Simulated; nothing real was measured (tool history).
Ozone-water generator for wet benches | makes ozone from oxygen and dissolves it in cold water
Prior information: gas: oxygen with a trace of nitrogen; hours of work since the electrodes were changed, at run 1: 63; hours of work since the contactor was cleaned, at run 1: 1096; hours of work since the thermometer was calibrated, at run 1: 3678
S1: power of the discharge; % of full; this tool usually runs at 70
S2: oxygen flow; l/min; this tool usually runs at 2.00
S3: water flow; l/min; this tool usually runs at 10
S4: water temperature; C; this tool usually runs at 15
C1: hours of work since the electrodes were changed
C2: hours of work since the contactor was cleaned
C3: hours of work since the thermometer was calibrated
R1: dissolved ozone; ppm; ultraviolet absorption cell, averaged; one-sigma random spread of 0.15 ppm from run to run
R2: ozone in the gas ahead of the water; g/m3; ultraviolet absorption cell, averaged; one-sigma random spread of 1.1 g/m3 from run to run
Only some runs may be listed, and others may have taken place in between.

Run 1, hour 0.0: usual settings; C1 63; C2 1096; C3 3678. Result: R1 18.5 ppm, R2 208.1 g/m3.
Run 2, hour 17.7: usual settings; C1 78; C2 1111; C3 3693. Result: R1 18.3 ppm, R2 206.5 g/m3.
Run 3, hour 34.2: usual settings; C1 92; C2 1125; C3 3707. Result: R1 18.3 ppm, R2 207.8 g/m3.
Run 4, hour 51.1: usual settings; C1 106; C2 1139; C3 3722. Result: R1 18.3 ppm, R2 207.5 g/m3.
Run 5, hour 79.7: usual settings; C1 131; C2 1164; C3 3746. Result: R1 18.2 ppm, R2 208.7 g/m3.
Run 6, hour 93.6: usual settings; C1 143; C2 1175; C3 3758. Result: R1 18.6 ppm, R2 204.9 g/m3.
Run 7, hour 123.7: usual settings but S3 11 l/min, S4 8 C; C1 168; C2 1201; C3 3784. Result: R1 17.9 ppm, R2 207.1 g/m3.
Run 8, hour 153.7: usual settings but S1 50 % of full, S2 1.12 l/min, S3 15 l/min, S4 9 C; C1 194; C2 1227; C3 3809. Result: R1 8.0 ppm, R2 216.9 g/m3.
Run 9, hour 181.6: usual settings but S1 50 % of full, S2 2.50 l/min, S3 7 l/min, S4 9 C; C1 218; C2 1251; C3 3833. Result: R1 21.0 ppm, R2 137.8 g/m3.
Run 10, hour 208.3: usual settings but S1 50 % of full, S2 2.50 l/min, S3 7 l/min, S4 9 C; C1 240; C2 1273; C3 3856. Result: R1 21.0 ppm, R2 137.8 g/m3.
Run 11, hour 230.9: usual settings but S1 50 % of full, S2 2.50 l/min, S3 7 l/min, S4 9 C; C1 260; C2 1293; C3 3875. Result: R1 21.1 ppm, R2 138.0 g/m3.

Alternative continuations, all from the tool just after run 11; predict every row:
Run A, hour 260.0: usual settings but S1 42 % of full, S2 2.40 l/min, S3 16 l/min, S4 9 C; C1 284; C2 1317; C3 3900. Result: R1 ?, R2 ?.
Run B, hour 260.0: usual settings but S1 50 % of full, S2 2.50 l/min, S3 13 l/min, S4 9 C; C1 284; C2 1317; C3 3900. Result: R1 ?, R2 ?.
Run C, hour 260.0: usual settings but S1 60 % of full, S2 1.73 l/min, S3 9 l/min, S4 9 C; C1 284; C2 1317; C3 3900. Result: R1 ?, R2 ?.
Run D, hour 260.0: usual settings but S1 50 % of full, S2 3.60 l/min, S3 7 l/min, S4 12 C; C1 284; C2 1317; C3 3900. Result: R1 ?, R2 ?.

run    R1     R2
  A   7.6  121.1
  B  11.2  136.8
  C  19.2  197.3
  D  19.6  110.7
Stripped of hidden state, with their random variation kept, the same runs would have yielded:
run    R1     R2
  A   7.6  121.1
  B  11.2  136.8
  C  19.2  197.3
  D  19.6  110.7

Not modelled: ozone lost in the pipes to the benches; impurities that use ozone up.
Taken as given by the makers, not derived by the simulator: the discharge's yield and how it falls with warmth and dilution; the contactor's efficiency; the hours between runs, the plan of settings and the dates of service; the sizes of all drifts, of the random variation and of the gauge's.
